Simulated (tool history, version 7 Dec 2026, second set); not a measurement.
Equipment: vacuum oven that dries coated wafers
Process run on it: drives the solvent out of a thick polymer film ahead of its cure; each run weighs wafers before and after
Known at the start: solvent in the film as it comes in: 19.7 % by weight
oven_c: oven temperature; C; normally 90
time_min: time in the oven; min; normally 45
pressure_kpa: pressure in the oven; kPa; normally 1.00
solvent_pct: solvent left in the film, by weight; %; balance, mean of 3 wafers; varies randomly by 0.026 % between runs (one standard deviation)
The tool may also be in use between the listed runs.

{"run": 1, "hour": 0.0, "oven_c": 90, "time_min": 45, "pressure_kpa": 1.0, "solvent_pct": 1.25}
{"run": 2, "hour": 37.7, "oven_c": 90, "time_min": 45, "pressure_kpa": 1.0, "solvent_pct": 1.19}
{"run": 3, "hour": 71.9, "oven_c": 90, "time_min": 45, "pressure_kpa": 1.0, "solvent_pct": 1.22}
{"run": 4, "hour": 128.0, "oven_c": 90, "time_min": 25, "pressure_kpa": 1.0, "solvent_pct": 3.21}
{"hour": 134.9, "done": "oven's thermocouples calibrated"}
{"run": 5, "hour": 181.9, "oven_c": 90, "time_min": 70, "pressure_kpa": 1.0, "solvent_pct": 0.63}
{"run": 6, "hour": 219.1, "oven_c": 90, "time_min": 45, "pressure_kpa": 1.0, "solvent_pct": 1.06}
{"run": 7, "hour": 275.1, "oven_c": 90, "time_min": 45, "pressure_kpa": 1.0, "solvent_pct": 1.01}
{"run": 8, "hour": 325.9, "oven_c": 90, "time_min": 45, "pressure_kpa": 1.0, "solvent_pct": 1.09}
{"run": 9, "hour": 375.6, "oven_c": 90, "time_min": 45, "pressure_kpa": 1.0, "solvent_pct": 1.09}
{"run": 10, "hour": 415.7, "oven_c": 90, "time_min": 45, "pressure_kpa": 1.0, "solvent_pct": 1.1}
{"run": 11, "hour": 464.4, "oven_c": 90, "time_min": 45, "pressure_kpa": 1.0, "solvent_pct": 1.1}
{"run": 12, "hour": 500.6, "oven_c": 90, "time_min": 45, "pressure_kpa": 1.0, "solvent_pct": 1.09}
{"run": 13, "hour": 545.0, "oven_c": 90, "time_min": 45, "pressure_kpa": 1.0, "solvent_pct": 1.13}
{"run": 14, "hour": 585.4, "oven_c": 90, "time_min": 72, "pressure_kpa": 1.0, "solvent_pct": 0.68}
{"run": 15, "hour": 640.4, "oven_c": 90, "time_min": 72, "pressure_kpa": 1.0, "solvent_pct": 0.66}
{"run": 16, "hour": 667.2, "oven_c": 90, "time_min": 45, "pressure_kpa": 2.07, "solvent_pct": 1.5}
{"run": 17, "hour": 698.2, "oven_c": 90, "time_min": 45, "pressure_kpa": 1.0, "solvent_pct": 1.11}
{"run": 18, "hour": 757.1, "oven_c": 90, "time_min": 45, "pressure_kpa": 1.0, "solvent_pct": 1.11}
{"run": 19, "hour": 790.3, "oven_c": 90, "time_min": 45, "pressure_kpa": 1.0, "solvent_pct": 1.17}
{"run": 20, "hour": 828.8, "oven_c": 90, "time_min": 45, "pressure_kpa": 1.0, "solvent_pct": 1.13}
{"run": 21, "hour": 890.4, "oven_c": 94, "time_min": 45, "pressure_kpa": 0.71, "solvent_pct": 0.6}
{"run": 22, "hour": 937.9, "oven_c": 94, "time_min": 45, "pressure_kpa": 0.71, "solvent_pct": 0.67}
{"run": 23, "hour": 978.9, "oven_c": 94, "time_min": 45, "pressure_kpa": 0.71, "solvent_pct": 0.61}
{"run": 24, "hour": 1041.8, "oven_c": 94, "time_min": 45, "pressure_kpa": 0.71, "solvent_pct": 0.62}
{"run": 25, "hour": 1075.6, "oven_c": 85, "time_min": 45, "pressure_kpa": 1.63, "solvent_pct": 2.52}
{"run": 26, "hour": 1112.6, "oven_c": 85, "time_min": 45, "pressure_kpa": 1.63, "solvent_pct": 2.57}
{"run": 27, "hour": 1138.2, "oven_c": 85, "time_min": 45, "pressure_kpa": 1.63, "solvent_pct": 2.55}
{"run": 28, "hour": 1195.3, "oven_c": 103, "time_min": 45, "pressure_kpa": 0.83, "solvent_pct": 0.35}
{"run": 29, "hour": 1248.6, "oven_c": 104, "time_min": 42, "pressure_kpa": 0.83, "solvent_pct": 0.35}
{"run": 30, "hour": 1283.5, "oven_c": 94, "time_min": 42, "pressure_kpa": 2.71, "solvent_pct": 1.42}
{"run": 31, "hour": 1337.1, "oven_c": 77, "time_min": 59, "pressure_kpa": 1.0, "solvent_pct": 3.89}
{"run": 32, "hour": 1368.6, "oven_c": 90, "time_min": 62, "pressure_kpa": 0.55, "solvent_pct": 0.65}
{"run": 33, "hour": 1407.9, "oven_c": 100, "time_min": 24, "pressure_kpa": 1.0, "solvent_pct": 0.92}
{"run": 34, "hour": 1451.3, "oven_c": 92, "time_min": 38, "pressure_kpa": 3.87, "solvent_pct": 2.3}
{"run": 35, "hour": 1476.9, "oven_c": 90, "time_min": 45, "pressure_kpa": 1.33, "solvent_pct": 1.33}
{"run": 36, "hour": 1529.4, "oven_c": 90, "time_min": 52, "pressure_kpa": 2.87, "solvent_pct": 1.83}
{"run": 37, "hour": 1571.4, "oven_c": 93, "time_min": 51, "pressure_kpa": 1.48, "solvent_pct": 0.9}

Each row is a separate what-if for the run after 37, all from the same tool condition, not one after another. Results?
{"run": "A", "hour": 1623.6, "oven_c": 77, "time_min": 47, "pressure_kpa": 0.75, "solvent_pct": "?"}
{"run": "B", "hour": 1623.6, "oven_c": 90, "time_min": 45, "pressure_kpa": 0.69, "solvent_pct": "?"}
{"run": "C", "hour": 1623.6, "oven_c": 95, "time_min": 66, "pressure_kpa": 1.48, "solvent_pct": "?"}
{"run": "D", "hour": 1623.6, "oven_c": 76, "time_min": 37, "pressure_kpa": 1.0, "solvent_pct": "?"}

run=A solvent_pct=4.99
run=B solvent_pct=1.15
run=C solvent_pct=0.75
run=D solvent_pct=6.98
What these runs would have given with no unlogged condition in the tool:
run=A solvent_pct=4.33
run=B solvent_pct=0.78
run=C solvent_pct=0.50
run=D solvent_pct=6.33
